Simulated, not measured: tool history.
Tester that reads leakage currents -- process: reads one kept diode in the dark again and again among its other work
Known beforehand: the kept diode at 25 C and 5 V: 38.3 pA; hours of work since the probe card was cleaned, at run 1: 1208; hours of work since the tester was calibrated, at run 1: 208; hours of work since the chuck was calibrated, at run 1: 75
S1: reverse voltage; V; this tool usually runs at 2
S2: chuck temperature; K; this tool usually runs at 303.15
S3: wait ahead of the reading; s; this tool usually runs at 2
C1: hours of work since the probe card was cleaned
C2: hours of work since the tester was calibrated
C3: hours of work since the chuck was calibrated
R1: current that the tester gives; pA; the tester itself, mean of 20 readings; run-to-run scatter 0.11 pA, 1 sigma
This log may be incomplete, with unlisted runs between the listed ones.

run	hour	S1	S2	S3	C1	C2	C3	R1
1	0	2	303.15	2	1208	208	75	32.9
2	94.6	2	303.15	2	1278	278	145	32.96
3	209.4	2	303.15	2	1363	363	230	32.82
4	295.7	2	303.15	2	1427	427	294	33.11
5	416.6	2	303.15	2	1517	516	383	33.06
6	494.1	2	303.15	2	1574	574	441	33.06
7	559.7	2	303.15	2	1623	622	489	32.99
# hour 623.2: chuck's temperature calibrated
8	640.6	2	303.15	2	1681	681	13	32.96
9	763.8	2	303.15	2	1773	772	104	32.86
10	828.7	2	296.15	2	1821	820	152	19.09
11	945.4	2	296.15	2	1907	907	239	19.31
12	1056.9	2	303.15	2	1990	989	321	33.19
13	1176.2	2	303.15	2	2078	1078	410	33.03
14	1231.7	2	303.15	2	2119	1119	451	33.03
15	1302.4	2	303.15	2	2172	1171	503	33.14
# hour 1354.1: chuck's temperature calibrated
16	1427.9	2	303.15	2	2263	1263	55	33.26
17	1551.9	2	303.15	2	2355	1355	147	33.08
18	1668.9	3.83	303.15	2	2442	1442	233	48.67
19	1728	3.83	303.15	2	2486	1485	277	48.43
20	1811.3	5.13	303.15	9.67	2547	1547	339	57.92
21	1902.4	5.13	303.15	9.67	2615	1615	406	57.48
22	1989	18.89	317.15	2	2679	1679	470	350.24
23	2070.7	2	303.15	9.6	2740	1739	531	32.91
# hour 2081.6: chuck's temperature calibrated
24	2190.6	4.55	303.15	9.6	2827	1827	81	53.52
25	2299.5	4.55	303.15	9.6	2908	1907	162	53.67
26	2412.4	4.55	303.15	9.6	2991	1991	245	53.58
27	2524.4	2	309.15	0.95	3074	2074	328	52.06
28	2616.8	2	309.15	0.95	3143	2142	397	51.67
29	2740.2	2	309.15	0.95	3234	2234	488	51.91
# hour 2792.5: tester calibrated
30	2792.5	16.05	303.15	0.64	3271	0	525	116.75
# hour 2807.3: chuck's temperature calibrated
31	2891.1	16.05	303.15	0.64	3343	72	62	116.68
32	2965.3	7.26	319.15	0.97	3398	127	117	229.03

Predict each of these 4 candidate next runs independently; none follows another, all start after run 32:
A	3020.7	5.03	303.15	2	3439	168	158	?
B	3020.7	2	303.15	1.4	3439	168	158	?
C	3020.7	17.78	303.15	4	3439	168	158	?
D	3020.7	2	323.15	2	3439	168	158	?

run	R1
A	57.12
B	33.28
C	121.05
D	139.15
Stripped of hidden state, with their random variation kept, the same runs would have yielded:
run	R1
A	57.09
B	33.26
C	120.96
D	139.13
